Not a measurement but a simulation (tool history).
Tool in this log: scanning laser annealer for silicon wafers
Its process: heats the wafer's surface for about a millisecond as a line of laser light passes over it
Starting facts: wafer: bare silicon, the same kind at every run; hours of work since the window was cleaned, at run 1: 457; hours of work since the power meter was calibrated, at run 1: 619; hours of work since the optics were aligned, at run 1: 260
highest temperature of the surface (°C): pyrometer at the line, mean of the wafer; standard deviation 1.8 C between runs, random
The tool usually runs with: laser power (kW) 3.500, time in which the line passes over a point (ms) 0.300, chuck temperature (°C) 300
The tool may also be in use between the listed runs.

run	hour	laser power (kW)	time in which the line passes over a point (ms)	chuck temperature (°C)	hours of work since the window was cleaned	hours of work since the power meter was calibrated	hours of work since the optics were aligned	highest temperature of the surface (°C)
1	0.0	3.500	0.300	300	457	619	260	1064
2	49.6	3.500	0.300	300	479	641	282	1063
3	95.9	3.500	0.271	300	500	662	303	1029
4	137.9	3.500	0.271	306	519	681	321	1034
5	196.6	3.316	0.300	300	545	707	348	1021
6	260.7	3.500	0.300	281	574	736	377	1047
7	318.2	3.500	0.300	281	600	762	402	1046
8	366.8	3.224	0.300	281	621	783	424	980
9	432.5	3.224	0.300	281	651	813	454	981
10	478.0	3.224	0.300	281	671	833	474	979
11	536.4	3.224	0.300	281	697	860	500	978
12	609.9	3.224	0.300	281	730	892	533	982
13	665.2	3.224	0.300	328	755	917	558	1028
14	703.3	3.224	0.300	328	772	934	575	1028
15	776.4	3.224	0.300	328	805	967	608	1028
16	841.0	3.224	0.300	328	834	996	637	1027
17	894.5	3.224	0.300	328	858	1020	661	1029
18	976.1	3.224	0.236	328	895	1057	697	949
# hour 1031.6: window over the wafer cleaned
19	1059.5	3.051	0.236	328	13	1093	734	916
20	1103.1	3.051	0.236	328	32	1113	753	916
21	1166.3	3.051	0.236	328	60	1141	782	918
22	1247.4	3.051	0.236	328	97	1177	818	913
23	1306.6	3.560	0.282	321	123	1204	845	1076
24	1374.0	3.560	0.282	321	154	1234	875	1077
25	1443.6	3.683	0.341	275	185	1265	906	1130
26	1485.5	3.500	0.302	291	204	1284	925	1056
27	1560.5	3.611	0.246	291	237	1318	958	1012
# hour 1573.8: optics aligned, line set to its width
28	1651.7	3.274	0.244	279	276	1357	35	924
29	1711.8	2.976	0.307	274	303	1383	62	924
30	1769.2	2.976	0.307	274	329	1409	88	922
31	1843.1	2.976	0.307	274	362	1442	121	922
32	1903.5	3.669	0.270	300	389	1469	148	1059
33	1968.2	3.669	0.270	300	418	1498	177	1063
34	2015.1	3.500	0.259	263	439	1519	198	974
35	2099.1	3.500	0.219	302	476	1557	236	957
36	2148.9	3.758	0.219	302	499	1579	258	1011
37	2190.4	3.522	0.373	304	517	1598	276	1153
38	2238.3	3.522	0.373	304	539	1620	298	1155
39	2278.3	3.835	0.269	300	557	1638	316	1097
40	2322.2	3.835	0.269	300	577	1657	336	1097
41	2399.9	3.056	0.248	300	611	1692	370	908

Here are 3 independent what-if runs from the current tool condition. What would each one return?
A	2439.9	3.440	0.250	300	629	1710	388	?
B	2439.9	3.158	0.248	330	629	1710	388	?
C	2439.9	3.693	0.300	311	629	1710	388	?

run	highest temperature of the surface (°C)
A	988
B	957
C	1117
The same runs, with their run-to-run variation unchanged, on a tool lacking any hidden condition would have given:
run	highest temperature of the surface (°C)
A	989
B	958
C	1117

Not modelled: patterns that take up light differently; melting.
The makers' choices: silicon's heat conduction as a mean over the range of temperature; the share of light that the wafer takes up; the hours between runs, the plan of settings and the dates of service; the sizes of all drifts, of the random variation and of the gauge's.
